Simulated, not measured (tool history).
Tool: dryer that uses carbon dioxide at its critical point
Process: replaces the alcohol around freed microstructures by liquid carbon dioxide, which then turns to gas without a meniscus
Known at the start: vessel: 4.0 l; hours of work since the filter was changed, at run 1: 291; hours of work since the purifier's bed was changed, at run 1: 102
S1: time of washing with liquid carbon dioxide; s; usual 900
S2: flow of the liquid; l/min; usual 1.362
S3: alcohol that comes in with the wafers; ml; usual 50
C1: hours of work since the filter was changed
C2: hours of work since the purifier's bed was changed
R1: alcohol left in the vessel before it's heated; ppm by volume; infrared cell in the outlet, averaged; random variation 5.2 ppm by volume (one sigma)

run 1 hour=0 | S1=900 S2=1.362 S3=50 | C1=291 C2=102 | R1=139
run 2 hour=7.2 | S1=900 S2=0.98 S3=50 | C1=294 C2=105 | R1=477
run 3 hour=16 | S1=900 S2=1.362 S3=42 | C1=297 C2=109 | R1=127
run 4 hour=26.5 | S1=900 S2=1.362 S3=42 | C1=302 C2=113 | R1=129
run 5 hour=37.6 | S1=900 S2=1.362 S3=42 | C1=306 C2=117 | R1=125
run 6 hour=49 | S1=900 S2=1.362 S3=86 | C1=310 C2=122 | R1=237
run 7 hour=60.4 | S1=900 S2=1.362 S3=86 | C1=315 C2=126 | R1=237
-- hour=63.8 inlet filter changed
run 8 hour=68.3 | S1=960 S2=1.362 S3=50 | C1=2 C2=129 | R1=91
run 9 hour=74.5 | S1=900 S2=0.85 S3=103 | C1=4 C2=131 | R1=1333
run 10 hour=81.2 | S1=600 S2=0.96 S3=60 | C1=7 C2=134 | R1=1614
run 11 hour=90.7 | S1=780 S2=0.91 S3=86 | C1=11 C2=138 | R1=1331
run 12 hour=96.5 | S1=600 S2=1.52 S3=50 | C1=13 C2=140 | R1=332
run 13 hour=103.8 | S1=600 S2=1.28 S3=27 | C1=16 C2=143 | R1=339
run 14 hour=110.4 | S1=1140 S2=1.71 S3=41 | C1=18 C2=145 | R1=43
run 15 hour=119.6 | S1=1320 S2=1.362 S3=64 | C1=22 C2=149 | R1=36

5 ways to go on from here, each from the tool as it stands after run 15. What would each give?
run A hour=127.4 | S1=840 S2=1.81 S3=71 | C1=25 C2=152 | R1=?
run B hour=127.4 | S1=660 S2=1.362 S3=48 | C1=25 C2=152 | R1=?
run C hour=127.4 | S1=660 S2=1.362 S3=50 | C1=25 C2=152 | R1=?
run D hour=127.4 | S1=900 S2=1.362 S3=22 | C1=25 C2=152 | R1=?
run E hour=127.4 | S1=1020 S2=0.88 S3=67 | C1=25 C2=152 | R1=?

run=A R1=67
run=B R1=348
run=C R1=357
run=D R1=64
run=E R1=524
Without the tool's hidden state the same runs would have given:
run=A R1=39
run=B R1=314
run=C R1=322
run=D R1=36
run=E R1=486
